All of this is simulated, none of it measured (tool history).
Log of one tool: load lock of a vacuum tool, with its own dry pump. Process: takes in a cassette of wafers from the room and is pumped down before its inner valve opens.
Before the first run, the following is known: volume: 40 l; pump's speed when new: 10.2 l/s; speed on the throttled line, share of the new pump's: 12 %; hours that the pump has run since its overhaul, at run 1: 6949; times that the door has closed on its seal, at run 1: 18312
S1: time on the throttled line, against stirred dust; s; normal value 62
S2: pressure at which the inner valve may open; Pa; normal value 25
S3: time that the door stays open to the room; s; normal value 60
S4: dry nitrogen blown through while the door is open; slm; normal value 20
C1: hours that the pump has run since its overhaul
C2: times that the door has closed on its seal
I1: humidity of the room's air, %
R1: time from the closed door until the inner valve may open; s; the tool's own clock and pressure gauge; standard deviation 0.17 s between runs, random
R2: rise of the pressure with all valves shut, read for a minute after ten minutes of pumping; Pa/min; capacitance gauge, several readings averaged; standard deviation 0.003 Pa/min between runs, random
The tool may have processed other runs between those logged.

run 1 hour=0 | S1=62 S2=25 S3=60 S4=20 | C1=6949 C2=18312 | I1=42.4 | R1=89.6 R2=0.053
run 2 hour=104 | S1=62 S2=25 S3=60 S4=20 | C1=7053 C2=18746 | I1=42.4 | R1=89.3 R2=0.054
run 3 hour=194.1 | S1=62 S2=25 S3=60 S4=20 | C1=7143 C2=19122 | I1=45 | R1=89.4 R2=0.053
run 4 hour=275.7 | S1=62 S2=25 S3=60 S4=20 | C1=7225 C2=19462 | I1=44.7 | R1=89.1 R2=0.055
run 5 hour=353.8 | S1=62 S2=20 S3=60 S4=20 | C1=7303 C2=19788 | I1=47.1 | R1=90.3 R2=0.053
run 6 hour=520.3 | S1=62 S2=25 S3=60 S4=20 | C1=7469 C2=20483 | I1=45.7 | R1=89.7 R2=0.057
run 7 hour=670 | S1=62 S2=25 S3=60 S4=20 | C1=7619 C2=21108 | I1=44.8 | R1=89.8 R2=0.06
run 8 hour=741.6 | S1=62 S2=25 S3=60 S4=20 | C1=7691 C2=21407 | I1=45 | R1=89.7 R2=0.051
run 9 hour=814.7 | S1=62 S2=25 S3=60 S4=20 | C1=7764 C2=21712 | I1=42.8 | R1=89.7 R2=0.057
run 10 hour=974.2 | S1=62 S2=25 S3=60 S4=10 | C1=7923 C2=22378 | I1=48.3 | R1=89.8 R2=0.076
run 11 hour=1115.3 | S1=62 S2=25 S3=60 S4=10 | C1=8065 C2=22967 | I1=41.9 | R1=89.8 R2=0.069
run 12 hour=1201.3 | S1=62 S2=25 S3=60 S4=10 | C1=8151 C2=23326 | I1=46 | R1=90 R2=0.07
run 13 hour=1336.6 | S1=62 S2=25 S3=60 S4=10 | C1=8286 C2=23891 | I1=41.5 | R1=89.9 R2=0.065
run 14 hour=1413.1 | S1=62 S2=25 S3=60 S4=8 | C1=8362 C2=24210 | I1=45.1 | R1=89.9 R2=0.076
run 15 hour=1509.4 | S1=62 S2=26 S3=60 S4=20 | C1=8459 C2=24612 | I1=44.8 | R1=89.8 R2=0.07
run 16 hour=1583.5 | S1=62 S2=32 S3=60 S4=22 | C1=8533 C2=24921 | I1=48.5 | R1=89.1 R2=0.064
run 17 hour=1759 | S1=71 S2=32 S3=60 S4=9 | C1=8708 C2=25654 | I1=43.6 | R1=96.8 R2=0.075
run 18 hour=1888.7 | S1=32 S2=32 S3=60 S4=9 | C1=8838 C2=26195 | I1=47.2 | R1=62.9 R2=0.079
run 19 hour=2020.6 | S1=116 S2=47 S3=28 S4=39 | C1=8970 C2=26746 | I1=43.5 | R1=134.5 R2=0.047
run 20 hour=2096.2 | S1=116 S2=47 S3=28 S4=39 | C1=9045 C2=27061 | I1=45.3 | R1=134.3 R2=0.047
run 21 hour=2251.4 | S1=116 S2=36 S3=28 S4=17 | C1=9201 C2=27709 | I1=47.4 | R1=135.8 R2=0.059
run 22 hour=2330.3 | S1=116 S2=36 S3=28 S4=17 | C1=9280 C2=28039 | I1=44.8 | R1=135.7 R2=0.058
run 23 hour=2420.5 | S1=31 S2=29 S3=80 S4=10 | C1=9370 C2=28415 | I1=46.2 | R1=62.6 R2=0.096
run 24 hour=2501.2 | S1=31 S2=29 S3=80 S4=10 | C1=9450 C2=28752 | I1=44.8 | R1=62.7 R2=0.091
run 25 hour=2674.6 | S1=62 S2=25 S3=78 S4=12 | C1=9624 C2=29476 | I1=46.4 | R1=90.3 R2=0.088
run 26 hour=2840.5 | S1=38 S2=25 S3=60 S4=18 | C1=9790 C2=30168 | I1=44.5 | R1=69.6 R2=0.073

Run by run, hidden condition taken away, random variation retained:
The hidden state here: pump's speed, % of a new pump's; leak at the door's seal, Pa l/s; drift of the gauge itself on ready_s, %; drift of the gauge itself on rise_pa_min, %.
run=1 R1=87.4 R2=0.031
run=2 R1=87.1 R2=0.032
run=3 R1=87.2 R2=0.03
run=4 R1=86.8 R2=0.031
run=5 R1=88 R2=0.029
run=6 R1=87.3 R2=0.032
run=7 R1=87.4 R2=0.034
run=8 R1=87.3 R2=0.025
run=9 R1=87.3 R2=0.029
run=10 R1=87.3 R2=0.048
run=11 R1=87.3 R2=0.039
run=12 R1=87.4 R2=0.04
run=13 R1=87.3 R2=0.034
run=14 R1=87.3 R2=0.044
run=15 R1=87.2 R2=0.038
run=16 R1=86.5 R2=0.032
run=17 R1=94.2 R2=0.04
run=18 R1=59.9 R2=0.044
run=19 R1=132.7 R2=0.01
run=20 R1=132.4 R2=0.009
run=21 R1=133.8 R2=0.02
run=22 R1=133.6 R2=0.019
run=23 R1=59.3 R2=0.054
run=24 R1=59.4 R2=0.051
run=25 R1=87.3 R2=0.045
run=26 R1=66.1 R2=0.03
